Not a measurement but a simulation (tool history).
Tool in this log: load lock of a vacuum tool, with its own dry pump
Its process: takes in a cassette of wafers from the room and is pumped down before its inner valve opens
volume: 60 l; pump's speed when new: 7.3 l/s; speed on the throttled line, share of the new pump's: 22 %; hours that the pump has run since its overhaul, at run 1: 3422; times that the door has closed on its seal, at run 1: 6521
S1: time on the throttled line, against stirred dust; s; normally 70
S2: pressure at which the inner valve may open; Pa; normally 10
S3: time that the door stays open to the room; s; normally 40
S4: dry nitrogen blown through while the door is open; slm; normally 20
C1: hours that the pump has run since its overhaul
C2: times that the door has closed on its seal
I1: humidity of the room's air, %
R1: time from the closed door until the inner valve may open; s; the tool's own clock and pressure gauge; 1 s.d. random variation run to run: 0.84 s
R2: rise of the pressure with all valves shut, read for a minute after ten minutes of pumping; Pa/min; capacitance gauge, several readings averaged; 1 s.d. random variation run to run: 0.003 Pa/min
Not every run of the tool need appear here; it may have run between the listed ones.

Run 1, day 0.000: usual settings; C1 3422; C2 6521; I1 49.1. Result: R1 132.1 s, R2 0.020 Pa/min.
Run 2, day 3.250: usual settings; C1 3500; C2 6670; I1 45.8. Result: R1 131.9 s, R2 0.016 Pa/min.
Run 3, day 7.021: usual settings; C1 3590; C2 6842; I1 44.4. Result: R1 131.8 s, R2 0.018 Pa/min.
Run 4, day 12.929: usual settings but S1 46 s; C1 3732; C2 7113; I1 45.9. Result: R1 111.8 s, R2 0.018 Pa/min.
Run 5, day 15.850: usual settings but S1 55 s; C1 3802; C2 7246; I1 44.3. Result: R1 120.7 s, R2 0.020 Pa/min.
Run 6, day 20.046: usual settings but S1 55 s, S3 184 s; C1 3903; C2 7438; I1 49.0. Result: R1 120.1 s, R2 0.038 Pa/min.
Run 7, day 23.996: usual settings; C1 3998; C2 7619; I1 42.4. Result: R1 131.3 s, R2 0.017 Pa/min.

Run 8 comes next. What will it give?
Run 8, day 29.367: usual settings but S2 9 Pa, S3 228 s; C1 4127; C2 7865; I1 44.8. Result: R1 ?, R2 ?.

Run 8 measured R1 132.4 s, R2 0.039 Pa/min.
If the tool had no hidden condition, the same run with the same run-to-run variation would have returned R1 132.4 s, R2 0.039 Pa/min.
